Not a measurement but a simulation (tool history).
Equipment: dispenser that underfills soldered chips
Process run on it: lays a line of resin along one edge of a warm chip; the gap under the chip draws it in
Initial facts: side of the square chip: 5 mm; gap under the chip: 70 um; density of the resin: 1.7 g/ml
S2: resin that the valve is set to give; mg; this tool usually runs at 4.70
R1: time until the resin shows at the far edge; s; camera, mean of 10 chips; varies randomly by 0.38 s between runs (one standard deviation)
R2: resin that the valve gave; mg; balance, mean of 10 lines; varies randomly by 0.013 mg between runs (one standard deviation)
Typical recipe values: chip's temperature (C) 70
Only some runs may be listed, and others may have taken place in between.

{"run": 1, "day": 0.0, "chip's temperature (C)": 70, "S2": 4.7, "R1": 30.7, "R2": 4.58}
{"run": 2, "day": 0.104, "chip's temperature (C)": 72, "S2": 4.7, "R1": 32.1, "R2": 4.56}
{"day": 0.217, "done": "new syringe of resin"}
{"run": 3, "day": 0.321, "chip's temperature (C)": 72, "S2": 4.7, "R1": 24.6, "R2": 4.57}
{"run": 4, "day": 0.458, "chip's temperature (C)": 72, "S2": 4.7, "R1": 29.1, "R2": 4.57}
{"day": 0.638, "done": "new syringe of resin"}
{"run": 5, "day": 0.654, "chip's temperature (C)": 72, "S2": 4.7, "R1": 21.1, "R2": 4.55}
{"run": 6, "day": 0.883, "chip's temperature (C)": 68, "S2": 5.57, "R1": 34.1, "R2": 5.4}
{"run": 7, "day": 1.008, "chip's temperature (C)": 62, "S2": 5.64, "R1": 55.1, "R2": 5.47}
{"day": 1.046, "done": "new syringe of resin"}
{"run": 8, "day": 1.204, "chip's temperature (C)": 75, "S2": 5.56, "R1": 22.1, "R2": 5.41}
{"run": 9, "day": 1.433, "chip's temperature (C)": 72, "S2": 5.59, "R1": 33.5, "R2": 5.37}
{"day": 1.462, "done": "new syringe of resin"}
{"run": 10, "day": 1.588, "chip's temperature (C)": 72, "S2": 5.59, "R1": 24.2, "R2": 5.39}

What if the next run were any one of these 5? Each begins from the tool's condition after run 10:
{"run": "A", "day": 1.717, "chip's temperature (C)": 66, "S2": 4.7, "R1": "?", "R2": "?"}
{"run": "B", "day": 1.717, "chip's temperature (C)": 55, "S2": 4.52, "R1": "?", "R2": "?"}
{"run": "C", "day": 1.717, "chip's temperature (C)": 80, "S2": 4.7, "R1": "?", "R2": "?"}
{"run": "D", "day": 1.717, "chip's temperature (C)": 55, "S2": 4.69, "R1": "?", "R2": "?"}
{"run": "E", "day": 1.717, "chip's temperature (C)": 64, "S2": 4.7, "R1": "?", "R2": "?"}

run=A R1=39.7 R2=4.53
run=B R1=72.3 R2=4.35
run=C R1=19.8 R2=4.53
run=D R1=70.7 R2=4.52
run=E R1=44.3 R2=4.52
With the hidden condition removed and each run's random variation left untouched, the same runs would have given:
run=A R1=27.7 R2=4.70
run=B R1=50.5 R2=4.51
run=C R1=13.8 R2=4.70
run=D R1=49.2 R2=4.69
run=E R1=31.0 R2=4.69

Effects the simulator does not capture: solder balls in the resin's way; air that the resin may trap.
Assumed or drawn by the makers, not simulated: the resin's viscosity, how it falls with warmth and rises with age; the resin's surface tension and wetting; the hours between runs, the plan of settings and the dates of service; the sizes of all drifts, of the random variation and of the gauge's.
